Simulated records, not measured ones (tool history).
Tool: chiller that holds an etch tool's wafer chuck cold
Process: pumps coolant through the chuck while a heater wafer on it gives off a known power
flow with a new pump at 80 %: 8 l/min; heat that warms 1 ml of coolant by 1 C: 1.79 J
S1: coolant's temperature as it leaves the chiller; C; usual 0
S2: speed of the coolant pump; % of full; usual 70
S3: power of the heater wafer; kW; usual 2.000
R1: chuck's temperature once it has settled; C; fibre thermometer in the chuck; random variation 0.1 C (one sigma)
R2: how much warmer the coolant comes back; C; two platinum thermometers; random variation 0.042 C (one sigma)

Run 1, hour 0.0: usual settings. Result: R1 21.1 C, R2 9.92 C.
Run 2, hour 24.1: usual settings. Result: R1 20.8 C, R2 9.93 C.
Run 3, hour 73.2: usual settings. Result: R1 21.1 C, R2 9.96 C.
Run 4, hour 122.2: usual settings. Result: R1 21.0 C, R2 9.97 C.
Run 5, hour 151.6: usual settings. Result: R1 21.0 C, R2 9.93 C.
Run 6, hour 193.2: usual settings. Result: R1 21.0 C, R2 9.93 C.
Run 7, hour 232.8: usual settings but S3 1.511 kW. Result: R1 16.0 C, R2 7.50 C.
Run 8, hour 269.2: usual settings but S3 1.511 kW. Result: R1 15.8 C, R2 7.59 C.
Run 9, hour 308.0: usual settings but S3 1.511 kW. Result: R1 15.9 C, R2 7.54 C.
Run 10, hour 345.2: usual settings but S3 1.511 kW. Result: R1 15.9 C, R2 7.55 C.
Run 11, hour 383.4: usual settings but S3 1.511 kW. Result: R1 16.0 C, R2 7.53 C.
Run 12, hour 419.4: usual settings but S3 1.511 kW. Result: R1 16.0 C, R2 7.45 C.
Run 13, hour 459.4: usual settings but S1 -10 C. Result: R1 11.2 C, R2 9.97 C.
Run 14, hour 484.6: usual settings but S1 -10 C. Result: R1 11.4 C, R2 9.92 C.
Run 15, hour 521.1: usual settings but S1 4 C. Result: R1 25.2 C, R2 9.95 C.
Run 16, hour 571.7: usual settings but S1 4 C. Result: R1 25.2 C, R2 10.05 C.
Run 17, hour 616.2: usual settings but S1 4 C. Result: R1 25.4 C, R2 10.04 C.
Run 18, hour 640.7: usual settings but S1 -7 C, S2 77 % of full, S3 1.510 kW. Result: R1 7.9 C, R2 6.78 C.
Run 19, hour 686.7: usual settings but S2 100 % of full, S3 2.258 kW. Result: R1 17.6 C, R2 7.59 C.
Run 20, hour 727.1: usual settings but S1 -4 C, S2 100 % of full, S3 1.065 kW. Result: R1 4.1 C, R2 3.58 C.
Run 21, hour 752.4: usual settings but S1 -4 C, S3 2.113 kW. Result: R1 18.6 C, R2 10.57 C.
Run 22, hour 792.7: usual settings but S1 -4 C, S3 1.738 kW. Result: R1 14.6 C, R2 8.70 C.
At hour 798.2: chiller's thermometer calibrated.
Run 23, hour 838.7: usual settings but S1 -6 C, S2 91 % of full, S3 1.738 kW. Result: R1 9.1 C, R2 6.54 C.
Run 24, hour 864.6: usual settings but S2 74 % of full. Result: R1 20.3 C, R2 9.42 C.
Run 25, hour 893.5: usual settings but S1 -6 C, S3 1.016 kW. Result: R1 5.0 C, R2 5.13 C.
Run 26, hour 940.3: usual settings but S1 -5 C, S2 91 % of full, S3 1.215 kW. Result: R1 5.5 C, R2 4.56 C.
Run 27, hour 967.8: usual settings but S1 -5 C, S2 91 % of full, S3 1.215 kW. Result: R1 5.5 C, R2 4.61 C.
Run 28, hour 998.6: usual settings but S1 1 C, S2 63 % of full, S3 1.305 kW. Result: R1 16.6 C, R2 7.41 C.
Run 29, hour 1025.2: usual settings but S1 9 C, S2 60 % of full, S3 1.305 kW. Result: R1 25.1 C, R2 7.74 C.
Run 30, hour 1069.6: usual settings but S1 9 C, S2 60 % of full, S3 1.305 kW. Result: R1 25.1 C, R2 7.75 C.
At hour 1081.5: chiller's thermometer calibrated, once more.
Run 31, hour 1096.4: usual settings but S1 9 C, S2 60 % of full, S3 1.305 kW. Result: R1 24.8 C, R2 7.78 C.
Run 32, hour 1140.0: usual settings but S1 9 C, S2 60 % of full, S3 1.305 kW. Result: R1 25.2 C, R2 7.78 C.
Run 33, hour 1166.2: usual settings but S1 -7 C, S2 79 % of full, S3 1.042 kW. Result: R1 3.0 C, R2 4.62 C.

3 ways to go on from here, each from the tool as it stands after run 33. What would each give?
Run A, hour 1187.9: usual settings but S3 1.021 kW. Result: R1 ?, R2 ?.
Run B, hour 1187.9: usual settings but S1 2 C, S2 98 % of full, S3 1.402 kW. Result: R1 ?, R2 ?.
Run C, hour 1187.9: usual settings but S2 85 % of full, S3 1.561 kW. Result: R1 ?, R2 ?.

run    R1    R2
  A  10.7  5.20
  B  13.3  4.83
  C  14.1  6.34
Without the tool's hidden state the same runs would have given:
run    R1    R2
  A   9.5  5.01
  B  12.1  4.66
  C  12.6  6.11
